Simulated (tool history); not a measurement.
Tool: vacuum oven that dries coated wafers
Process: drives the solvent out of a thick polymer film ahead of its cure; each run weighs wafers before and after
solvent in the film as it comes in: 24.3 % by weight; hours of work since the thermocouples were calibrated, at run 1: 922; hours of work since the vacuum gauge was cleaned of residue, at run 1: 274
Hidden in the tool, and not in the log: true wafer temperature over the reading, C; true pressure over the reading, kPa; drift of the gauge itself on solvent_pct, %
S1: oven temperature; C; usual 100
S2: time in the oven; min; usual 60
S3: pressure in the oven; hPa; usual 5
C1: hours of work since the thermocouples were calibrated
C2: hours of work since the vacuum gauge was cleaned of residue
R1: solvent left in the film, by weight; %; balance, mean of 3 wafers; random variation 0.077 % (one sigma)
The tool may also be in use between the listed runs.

| run | day | S1 | S2 | S3 | C1 | C2 | R1 |
|---|---|---|---|---|---|---|---|
| 1 | 0 | 100 | 60 | 5 | 922 | 274 | 6.66 |
| 2 | 2.242 | 100 | 60 | 5 | 957 | 309 | 6.63 |
| 3 | 4.483 | 98 | 60 | 5 | 991 | 343 | 7.62 |
| 4 | 8.621 | 100 | 60 | 10.77 | 1056 | 407 | 7.33 |
| 5 | 11.538 | 100 | 60 | 10.77 | 1101 | 453 | 7.6 |
| 6 | 15.879 | 100 | 60 | 10.77 | 1168 | 520 | 7.57 |
| 7 | 20.142 | 100 | 60 | 5 | 1234 | 586 | 7.02 |
| 8 | 24.233 | 100 | 60 | 5 | 1297 | 649 | 7.24 |
| 9 | 26.171 | 100 | 60 | 3.2 | 1327 | 679 | 7.03 |
| 10 | 29.383 | 94 | 60 | 3.2 | 1377 | 729 | 9.54 |
| 11 | 33.204 | 94 | 60 | 3.2 | 1436 | 788 | 9.62 |
| 12 | 35.204 | 94 | 39 | 3.2 | 1467 | 819 | 12.36 |
| 13 | 38.729 | 100 | 60 | 5 | 1522 | 874 | 7.26 |
| 14 | 43.012 | 100 | 60 | 5 | 1588 | 940 | 7.46 |
| 15 | 45.075 | 100 | 60 | 5 | 1620 | 972 | 7.56 |
| 16 | 48.033 | 100 | 60 | 4.4 | 1666 | 1018 | 7.54 |
| 17 | 51.608 | 100 | 60 | 5 | 1721 | 1073 | 7.68 |
|  | 53.683 | oven's thermocouples calibrated |
| 18 | 55.4 | 100 | 100 | 5 | 27 | 1131 | 3.28 |
| 19 | 58.696 | 86 | 60 | 5 | 78 | 1182 | 12.3 |
| 20 | 62.912 | 86 | 60 | 5 | 143 | 1247 | 12.17 |
| 21 | 65.633 | 86 | 37 | 12.25 | 185 | 1289 | 15.26 |
| 22 | 68.979 | 97 | 76 | 5 | 237 | 1341 | 6.07 |
| 23 | 71.75 | 107 | 60 | 11.5 | 280 | 1384 | 4.53 |
| 24 | 75.242 | 95 | 67 | 19.23 | 334 | 1438 | 9.34 |
| 25 | 79.571 | 95 | 40 | 9.72 | 401 | 1505 | 11.86 |
| 26 | 81.938 | 100 | 50 | 5.22 | 438 | 1542 | 8.01 |
| 27 | 86.192 | 100 | 50 | 5.22 | 504 | 1608 | 8.11 |
| 28 | 88.508 | 108 | 50 | 8.19 | 539 | 1644 | 5.25 |
| 29 | 92.571 | 87 | 108 | 7.9 | 602 | 1707 | 9.01 |
| 30 | 96.6 | 104 | 58 | 5 | 665 | 1769 | 5.63 |
| 31 | 99.038 | 110 | 60 | 5.41 | 703 | 1807 | 3.48 |
| 32 | 101.096 | 110 | 60 | 5.41 | 734 | 1839 | 3.45 |
| 33 | 104.579 | 110 | 60 | 5.41 | 788 | 1893 | 3.54 |
| 34 | 107.904 | 96 | 62 | 5.41 | 840 | 1944 | 8.7 |

5 ways to go on from here, each from the tool as it stands after run 34. What would each give?
| A | 111.892 | 96 | 62 | 6.94 | 902 | 2006 | ? |
| B | 111.892 | 100 | 60 | 9.71 | 902 | 2006 | ? |
| C | 111.892 | 108 | 71 | 8.03 | 902 | 2006 | ? |
| D | 111.892 | 100 | 91 | 9.62 | 902 | 2006 | ? |
| E | 111.892 | 100 | 101 | 2.65 | 902 | 2006 | ? |

| run | R1 |
|---|---|
| A | 8.86 |
| B | 7.79 |
| C | 3.6 |
| D | 5.19 |
| E | 3.99 |
Without the tool's hidden state the same runs would have given:
| run | R1 |
|---|---|
| A | 7.35 |
| B | 6.33 |
| C | 2.47 |
| D | 3.76 |
| E | 2.62 |
